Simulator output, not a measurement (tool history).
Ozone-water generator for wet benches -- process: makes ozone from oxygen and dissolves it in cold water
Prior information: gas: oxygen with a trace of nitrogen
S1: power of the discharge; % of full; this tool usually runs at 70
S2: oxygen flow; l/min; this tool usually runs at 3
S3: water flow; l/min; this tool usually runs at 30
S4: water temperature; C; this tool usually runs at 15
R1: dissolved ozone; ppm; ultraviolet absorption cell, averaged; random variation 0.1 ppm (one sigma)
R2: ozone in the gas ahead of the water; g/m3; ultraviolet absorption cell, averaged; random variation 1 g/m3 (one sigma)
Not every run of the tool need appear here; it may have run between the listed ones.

run 1 hour=0 | S1=70 S2=3 S3=30 S4=15 | R1=8.6 R2=163.3
run 2 hour=139.3 | S1=70 S2=3 S3=30 S4=15 | R1=8.6 R2=163.1
run 3 hour=316.3 | S1=70 S2=3 S3=33 S4=15 | R1=7.8 R2=162.3
run 4 hour=409.6 | S1=70 S2=3 S3=30 S4=15 | R1=8.6 R2=162.9
run 5 hour=547.9 | S1=70 S2=3 S3=30 S4=15 | R1=8.6 R2=163.1
run 6 hour=661.2 | S1=70 S2=3.27 S3=30 S4=15 | R1=8.8 R2=158.2
run 7 hour=810.3 | S1=70 S2=3.27 S3=30 S4=15 | R1=8.7 R2=156.8
run 8 hour=984.7 | S1=70 S2=3.27 S3=30 S4=15 | R1=8.7 R2=156.1
run 9 hour=1158.7 | S1=70 S2=3 S3=42 S4=15 | R1=5.6 R2=160.4
run 10 hour=1341.1 | S1=70 S2=3 S3=42 S4=15 | R1=5.7 R2=158.1
run 11 hour=1479.2 | S1=70 S2=3 S3=45 S4=15 | R1=5.3 R2=158.2
run 12 hour=1638 | S1=70 S2=3 S3=45 S4=15 | R1=5.1 R2=156.1
run 13 hour=1757.7 | S1=70 S2=3 S3=45 S4=15 | R1=5 R2=156.4
run 14 hour=1866.7 | S1=93 S2=3 S3=45 S4=15 | R1=6.3 R2=192.8
run 15 hour=2020.2 | S1=85 S2=3 S3=23 S4=15 | R1=13 R2=180.2
run 16 hour=2177.8 | S1=47 S2=3 S3=41 S4=15 | R1=4.3 R2=118.5
run 17 hour=2321.3 | S1=70 S2=1.77 S3=23 S4=15 | R1=9 R2=186.4
run 18 hour=2418.9 | S1=57 S2=3 S3=34 S4=15 | R1=6.1 R2=134.8
run 19 hour=2499 | S1=41 S2=3 S3=20 S4=15 | R1=9 R2=107.3
run 20 hour=2645.3 | S1=41 S2=3.98 S3=20 S4=21 | R1=9.1 R2=97.4
run 21 hour=2765.8 | S1=70 S2=1.51 S3=30 S4=10 | R1=6.8 R2=224
run 22 hour=2868 | S1=46 S2=3 S3=30 S4=18 | R1=6.5 R2=127.5
run 23 hour=3034.9 | S1=43 S2=1.8 S3=22 S4=15 | R1=7.2 R2=142.5
run 24 hour=3182 | S1=43 S2=1.8 S3=22 S4=14 | R1=7.1 R2=144.3
run 25 hour=3308.4 | S1=43 S2=1.8 S3=22 S4=15 | R1=7.2 R2=143

Withheld: 2 entries from between the runs. Position of each, and hidden state at the listed run before versus the listed run after:
After run 8, before run 9: contactor cleaned (hour 1066.6)
  yield of the discharge, % of new electrodes': 90.2 -> 89.9; contactor's efficiency, % of a clean one's: 91 -> 99.2; true water temperature over the reading, C: 0.08 -> 0.09
  measured result minus the result with no hidden state, R1: -1.5 -> -0.7 ppm; R2: -17 -> -18 g/m3
After run 20, before run 21: electrodes of the discharge changed (hour 2669.6)
  yield of the discharge, % of new electrodes': 87 -> 100.2; contactor's efficiency, % of a clean one's: 93.7 -> 93.3; true water temperature over the reading, C: 0.16 -> 0.17
  measured result minus the result with no hidden state, R1: -1.1 -> -0.2 ppm; R2: -8.5 -> +0.4 g/m3
